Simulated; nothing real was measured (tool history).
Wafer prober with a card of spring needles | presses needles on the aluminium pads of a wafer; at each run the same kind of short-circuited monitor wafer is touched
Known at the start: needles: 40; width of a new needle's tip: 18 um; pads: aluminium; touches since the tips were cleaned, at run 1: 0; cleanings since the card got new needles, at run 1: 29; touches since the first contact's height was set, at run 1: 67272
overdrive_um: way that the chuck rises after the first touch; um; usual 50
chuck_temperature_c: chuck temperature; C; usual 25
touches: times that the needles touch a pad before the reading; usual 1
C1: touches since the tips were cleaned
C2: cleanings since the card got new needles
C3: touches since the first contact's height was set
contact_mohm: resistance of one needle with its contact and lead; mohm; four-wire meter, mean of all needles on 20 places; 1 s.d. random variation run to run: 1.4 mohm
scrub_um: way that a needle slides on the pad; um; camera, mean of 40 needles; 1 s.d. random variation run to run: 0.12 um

Run 1, hour 0.0: usual settings; C1 0; C2 29; C3 67272. Result: contact_mohm 141 mohm, scrub_um 7.63 um.
At hour 3.9: tips cleaned on abrasive film.
At hour 8.0: tips cleaned on abrasive film.
Run 2, hour 9.1: usual settings; C1 574; C2 31; C3 71932. Result: contact_mohm 210 mohm, scrub_um 7.69 um.
At hour 12.3: tips cleaned on abrasive film.
At hour 16.4: tips cleaned on abrasive film.
Run 3, hour 19.2: usual settings; C1 1437; C2 33; C3 77122. Result: contact_mohm 284 mohm, scrub_um 7.69 um.
At hour 20.5: tips cleaned on abrasive film.
At hour 24.9: tips cleaned on abrasive film.
Run 4, hour 26.4: usual settings but touches 2; C1 760; C2 35; C3 80815. Result: contact_mohm 190 mohm, scrub_um 7.60 um.
At hour 29.0: tips cleaned on abrasive film.
Run 5, hour 31.2: usual settings but touches 2; C1 1128; C2 36; C3 83282. Result: contact_mohm 211 mohm, scrub_um 7.41 um.
At hour 33.0: tips cleaned on abrasive film.
At hour 36.8: tips cleaned on abrasive film.
At hour 41.0: tips cleaned on abrasive film.
Run 6, hour 41.7: usual settings but touches 2; C1 361; C2 39; C3 88628. Result: contact_mohm 173 mohm, scrub_um 7.33 um.
At hour 45.1: tips cleaned on abrasive film.
At hour 49.1: tips cleaned on abrasive film.
Run 7, hour 49.7: usual settings but touches 2; C1 336; C2 41; C3 92756. Result: contact_mohm 166 mohm, scrub_um 7.48 um.
At hour 53.3: tips cleaned on abrasive film.
At hour 57.1: tips cleaned on abrasive film.
Run 8, hour 60.2: usual settings but chuck_temperature_c 84 C; C1 1633; C2 43; C3 98133. Result: contact_mohm 304 mohm, scrub_um 7.19 um.
At hour 61.0: tips cleaned on abrasive film.
At hour 64.8: tips cleaned on abrasive film.
At hour 69.0: tips cleaned on abrasive film.
Run 9, hour 69.0: usual settings; C1 19; C2 46; C3 102610. Result: contact_mohm 147 mohm, scrub_um 7.30 um.
At hour 73.4: tips cleaned on abrasive film.
At hour 77.2: tips cleaned on abrasive film.
Run 10, hour 78.5: usual settings but chuck_temperature_c 86 C; C1 692; C2 48; C3 107515. Result: contact_mohm 228 mohm, scrub_um 7.44 um.
At hour 81.3: tips cleaned on abrasive film.
At hour 85.3: tips cleaned on abrasive film.
Run 11, hour 85.5: usual settings; C1 132; C2 50; C3 111093. Result: contact_mohm 167 mohm, scrub_um 7.27 um.
At hour 89.5: tips cleaned on abrasive film.
At hour 93.4: tips cleaned on abrasive film.
Run 12, hour 95.5: usual settings; C1 1107; C2 52; C3 116218. Result: contact_mohm 277 mohm, scrub_um 7.01 um.
At hour 97.4: tips cleaned on abrasive film.
At hour 101.9: tips cleaned on abrasive film.
At hour 106.1: tips cleaned on abrasive film.
Run 13, hour 106.3: usual settings; C1 143; C2 55; C3 121753. Result: contact_mohm 163 mohm, scrub_um 7.02 um.
At hour 110.3: tips cleaned on abrasive film.
At hour 114.2: tips cleaned on abrasive film.
Run 14, hour 116.4: usual settings; C1 1173; C2 57; C3 126941. Result: contact_mohm 286 mohm, scrub_um 7.06 um.
At hour 118.2: tips cleaned on abrasive film.
At hour 122.4: tips cleaned on abrasive film.
At hour 126.4: tips cleaned on abrasive film.
Run 15, hour 126.8: usual settings but overdrive_um 54 um; C1 219; C2 60; C3 132222. Result: contact_mohm 179 mohm, scrub_um 7.61 um.

Expected results for the next run?
At hour 130.6: tips cleaned on abrasive film.
At hour 134.8: tips cleaned on abrasive film.
Run 16, hour 137.7: usual settings but overdrive_um 44 um, chuck_temperature_c 59 C, touches 2; C1 1513; C2 62; C3 137829. Result: contact_mohm ?, scrub_um ?.

Logged for run 16: contact_mohm 301 mohm, scrub_um 6.18 um.
Take away the tool's hidden state, keep the run-to-run variation as it was, and the same run would have given contact_mohm 132 mohm, scrub_um 7.34 um.
